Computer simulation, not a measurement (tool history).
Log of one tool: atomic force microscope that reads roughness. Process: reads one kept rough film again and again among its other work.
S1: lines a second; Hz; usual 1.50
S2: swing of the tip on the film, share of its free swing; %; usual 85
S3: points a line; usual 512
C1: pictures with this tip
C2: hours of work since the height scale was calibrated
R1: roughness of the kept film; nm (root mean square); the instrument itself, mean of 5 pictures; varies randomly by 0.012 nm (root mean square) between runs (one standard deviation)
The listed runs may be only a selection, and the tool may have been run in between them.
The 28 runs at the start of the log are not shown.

-- hour=1220.9 new tip fitted
run 29 hour=1263.4 | S1=0.71 S2=78 S3=949 | C1=85 C2=720 | R1=2.881
run 30 hour=1316.6 | S1=0.87 S2=78 S3=284 | C1=192 C2=760 | R1=2.463
run 31 hour=1367.2 | S1=0.87 S2=78 S3=284 | C1=293 C2=797 | R1=2.251
-- hour=1412.8 new tip fitted
run 32 hour=1420.0 | S1=1.72 S2=75 S3=624 | C1=15 C2=836 | R1=2.980
run 33 hour=1473.7 | S1=1.72 S2=75 S3=624 | C1=122 C2=875 | R1=2.569
run 34 hour=1506.1 | S1=1.81 S2=83 S3=446 | C1=187 C2=899 | R1=2.209
run 35 hour=1549.4 | S1=1.50 S2=77 S3=895 | C1=274 C2=931 | R1=2.213
-- hour=1603.8 new tip fitted
run 36 hour=1604.5 | S1=1.50 S2=86 S3=393 | C1=2 C2=972 | R1=2.868
run 37 hour=1645.5 | S1=1.50 S2=86 S3=393 | C1=84 C2=1002 | R1=2.592
run 38 hour=1700.7 | S1=1.50 S2=86 S3=393 | C1=194 C2=1043 | R1=2.281
-- hour=1730.2 height scale calibrated on a step standard
run 39 hour=1745.7 | S1=1.50 S2=86 S3=393 | C1=282 C2=12 | R1=1.993
run 40 hour=1783.6 | S1=1.50 S2=86 S3=393 | C1=358 C2=39 | R1=1.867
-- hour=1792.4 new tip fitted
run 41 hour=1836.8 | S1=1.50 S2=86 S3=393 | C1=89 C2=78 | R1=2.466
run 42 hour=1871.4 | S1=1.38 S2=72 S3=512 | C1=158 C2=104 | R1=2.530
run 43 hour=1906.0 | S1=1.38 S2=72 S3=512 | C1=228 C2=129 | R1=2.351
run 44 hour=1964.2 | S1=1.38 S2=72 S3=316 | C1=344 C2=172 | R1=2.075
-- hour=1979.5 new tip fitted
run 45 hour=1994.5 | S1=0.78 S2=62 S3=409 | C1=30 C2=194 | R1=3.144
run 46 hour=2037.3 | S1=0.78 S2=62 S3=409 | C1=116 C2=226 | R1=2.791

What does the tool deliver on the next run?
run 47 hour=2068.8 | S1=2.74 S2=60 S3=676 | C1=179 C2=249 | R1=?

Run 47 measured R1 2.504 nm (root mean square).
Without the tool's hidden state the same run would have given R1 3.148 nm (root mean square).
